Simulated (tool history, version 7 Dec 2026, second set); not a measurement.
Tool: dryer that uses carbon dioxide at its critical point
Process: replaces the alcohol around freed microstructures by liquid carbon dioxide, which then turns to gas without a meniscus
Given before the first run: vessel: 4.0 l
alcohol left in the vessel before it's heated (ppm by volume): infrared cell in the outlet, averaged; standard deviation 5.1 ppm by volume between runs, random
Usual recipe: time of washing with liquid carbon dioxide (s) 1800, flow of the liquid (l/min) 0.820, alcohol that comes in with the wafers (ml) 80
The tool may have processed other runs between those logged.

| run | hour | time of washing with liquid carbon dioxide (s) | flow of the liquid (l/min) | alcohol that comes in with the wafers (ml) | alcohol left in the vessel before it's heated (ppm by volume) |
|---|---|---|---|---|---|
| 1 | 0.0 | 1800 | 0.820 | 80 | 98 |
| 2 | 11.7 | 1800 | 0.820 | 80 | 110 |
| 3 | 32.0 | 1380 | 0.820 | 80 | 279 |
| 4 | 43.9 | 1260 | 0.820 | 80 | 407 |
| 5 | 59.0 | 1260 | 0.788 | 80 | 455 |
| 6 | 70.0 | 1260 | 0.788 | 80 | 483 |
| 7 | 83.0 | 1860 | 0.820 | 80 | 107 |
| 8 | 101.5 | 1860 | 0.820 | 80 | 107 |
| 9 | 114.5 | 2820 | 0.820 | 80 | 52 |
| 10 | 139.1 | 2820 | 0.820 | 80 | 50 |
| 11 | 154.5 | 1800 | 0.820 | 101 | 144 |
| 12 | 171.0 | 1800 | 0.820 | 101 | 138 |
| 13 | 196.0 | 1800 | 0.820 | 101 | 150 |
| 14 | 217.9 | 1800 | 0.820 | 80 | 127 |
| 15 | 235.9 | 1800 | 0.820 | 80 | 137 |
| 16 | 254.8 | 1800 | 0.820 | 80 | 126 |
| 17 | 265.1 | 1800 | 0.820 | 80 | 138 |
| 18 | 286.7 | 1800 | 0.820 | 100 | 173 |
| 19 | 308.7 | 1800 | 0.820 | 100 | 164 |
|  | 314.4 | inlet filter changed |
| 20 | 334.4 | 1800 | 0.820 | 100 | 113 |
| 21 | 348.7 | 1800 | 0.820 | 80 | 120 |
| 22 | 361.0 | 1800 | 0.820 | 80 | 117 |
| 23 | 376.0 | 1860 | 0.520 | 89 | 492 |
| 24 | 394.8 | 1980 | 0.575 | 25 | 119 |
| 25 | 411.4 | 1980 | 0.575 | 25 | 120 |
| 26 | 425.2 | 1980 | 0.575 | 25 | 123 |
| 27 | 439.8 | 1260 | 0.497 | 60 | 1261 |
| 28 | 458.6 | 2340 | 1.146 | 22 | 66 |
| 29 | 474.1 | 1320 | 1.146 | 22 | 79 |
| 30 | 494.8 | 1500 | 0.589 | 32 | 298 |
| 31 | 510.7 | 2760 | 0.516 | 87 | 145 |

What does the tool deliver on the next run?
| 32 | 526.7 | 2520 | 0.820 | 104 | ? |

Run 32 measured alcohol left in the vessel before it's heated (ppm by volume) 81.
With the hidden condition absent and the run-to-run variation left alone, this run would have shown alcohol left in the vessel before it's heated (ppm by volume) 14.
